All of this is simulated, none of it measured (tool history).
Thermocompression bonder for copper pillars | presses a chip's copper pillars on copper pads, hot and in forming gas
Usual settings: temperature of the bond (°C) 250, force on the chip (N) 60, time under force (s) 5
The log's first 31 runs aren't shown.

run     day  temperature of the bond (°C)  force on the chip (N)  time under force (s)  hours of work since the heater was calibrated  hours of work since the force cell was calibrated  hours of work since the gas filter was changed  force that shears a chip off (N)
 32  20.350                           264                     54                     6                                            342                                                588                                             102                              78.2
 33  21.088                           264                     54                     6                                            350                                                596                                             110                              77.8
 34  21.692                           269                     73                     4                                            356                                                602                                             116                              86.5
 35  22.362                           269                     73                     4                                            364                                                610                                             124                              87.4
 36  23.271                           224                     58                    14                                            374                                                620                                             134                              67.3
 37  24.054                           259                     60                     3                                            382                                                628                                             142                              64.3
 38  24.617                           259                     60                     3                                            388                                                634                                             148                              65.3
 39  25.446                           250                     45                     6                                            397                                                643                                             157                              54.8
 40  26.196                           265                     78                     3                                            406                                                651                                             165                              82.9
 41  26.879                           265                     78                     3                                            413                                                659                                             173                              83.0

Forecast each of these 3 alternatives for the next run:
  A  27.417                           246                     78                     3                                            419                                                665                                             179                                 ?
  B  27.417                           225                     72                     5                                            419                                                665                                             179                                 ?
  C  27.417                           261                     41                     4                                            419                                                665                                             179                                 ?

run  force that shears a chip off (N)
  A                              68.5
  B                              55.6
  C                              49.8
Without the tool's hidden state the same runs would have given:
run  force that shears a chip off (N)
  A                              72.7
  B                              58.5
  C                              52.7
